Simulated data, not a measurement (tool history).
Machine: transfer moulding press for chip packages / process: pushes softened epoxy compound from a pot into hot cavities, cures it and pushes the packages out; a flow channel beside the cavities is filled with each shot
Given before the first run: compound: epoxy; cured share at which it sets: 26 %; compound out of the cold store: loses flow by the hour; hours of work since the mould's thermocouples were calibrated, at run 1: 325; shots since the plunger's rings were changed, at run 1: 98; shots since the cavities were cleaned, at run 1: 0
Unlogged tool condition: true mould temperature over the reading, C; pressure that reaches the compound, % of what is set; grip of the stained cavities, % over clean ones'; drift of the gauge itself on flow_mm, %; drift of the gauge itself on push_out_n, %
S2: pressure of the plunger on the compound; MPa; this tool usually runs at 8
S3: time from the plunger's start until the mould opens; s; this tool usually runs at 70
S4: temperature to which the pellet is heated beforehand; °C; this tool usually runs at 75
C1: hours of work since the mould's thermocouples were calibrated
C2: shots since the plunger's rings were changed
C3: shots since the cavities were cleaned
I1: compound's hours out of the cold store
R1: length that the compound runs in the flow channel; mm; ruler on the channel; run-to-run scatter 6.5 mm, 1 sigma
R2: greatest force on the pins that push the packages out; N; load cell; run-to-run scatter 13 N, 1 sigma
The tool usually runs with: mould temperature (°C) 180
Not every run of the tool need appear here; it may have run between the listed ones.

run 1 hour=0 | mould_temperature_(°C)=180 S2=8 S3=70 S4=75 | C1=325 C2=98 C3=0 | I1=23.1 | R1=805 R2=633
-- hour=68.2 cavities cleaned with cleaning compound and waxed
run 2 hour=77.7 | mould_temperature_(°C)=180 S2=8 S3=70 S4=75 | C1=375 C2=1300 C3=151 | I1=12.4 | R1=829 R2=781
-- hour=86 mould's thermocouples calibrated
-- hour=134.8 cavities cleaned with cleaning compound and waxed
run 3 hour=170 | mould_temperature_(°C)=180 S2=8 S3=70 S4=75 | C1=54 C2=2699 C3=554 | I1=42.8 | R1=685 R2=974
-- hour=198.3 cavities cleaned with cleaning compound and waxed
run 4 hour=243.7 | mould_temperature_(°C)=180 S2=8 S3=70 S4=75 | C1=101 C2=3838 C3=715 | I1=46.4 | R1=652 R2=1044
-- hour=263 cavities cleaned with cleaning compound and waxed
-- hour=330.4 cavities cleaned with cleaning compound and waxed
run 5 hour=335.2 | mould_temperature_(°C)=185 S2=8 S3=70 S4=75 | C1=158 C2=5234 C3=76 | I1=13.9 | R1=771 R2=613
-- hour=370.2 plunger's sealing rings changed
-- hour=393.5 cavities cleaned with cleaning compound and waxed
run 6 hour=395.9 | mould_temperature_(°C)=180 S2=8 S3=53 S4=75 | C1=195 C2=382 C3=37 | I1=12.6 | R1=853 R2=1418
-- hour=461.3 cavities cleaned with cleaning compound and waxed
run 7 hour=477.3 | mould_temperature_(°C)=180 S2=8 S3=79 S4=75 | C1=247 C2=1642 C3=253 | I1=44.3 | R1=688 R2=740
-- hour=521.2 cavities cleaned with cleaning compound and waxed
run 8 hour=530.3 | mould_temperature_(°C)=180 S2=8 S3=102 S4=75 | C1=281 C2=2454 C3=142 | I1=30.7 | R1=746 R2=605
-- hour=584.1 cavities cleaned with cleaning compound and waxed
run 9 hour=635.4 | mould_temperature_(°C)=180 S2=8 S3=75 S4=75 | C1=348 C2=4089 C3=810 | I1=12.8 | R1=813 R2=980
-- hour=646.7 cavities cleaned with cleaning compound and waxed
-- hour=684.7 mould's thermocouples calibrated
-- hour=712.3 cavities cleaned with cleaning compound and waxed
run 10 hour=712.3 | mould_temperature_(°C)=180 S2=8 S3=75 S4=75 | C1=17 C2=5221 C3=0 | I1=16.2 | R1=793 R2=570
-- hour=749.8 plunger's sealing rings changed
run 11 hour=756.9 | mould_temperature_(°C)=180 S2=8 S3=75 S4=75 | C1=44 C2=113 C3=665 | I1=38.2 | R1=714 R2=945
-- hour=779.3 cavities cleaned with cleaning compound and waxed
run 12 hour=810.3 | mould_temperature_(°C)=180 S2=8 S3=75 S4=75 | C1=78 C2=931 C3=489 | I1=43.6 | R1=694 R2=871

Predict the results of run 13:
-- hour=839.3 cavities cleaned with cleaning compound and waxed
run 13 hour=872.9 | mould_temperature_(°C)=180 S2=8 S3=75 S4=75 | C1=118 C2=1894 C3=530 | I1=30.6 | R1=? R2=?

R1: 748 mm
R2: 927 N
Without the tool's hidden state the same run would have given R1 765 mm, R2 558 N.
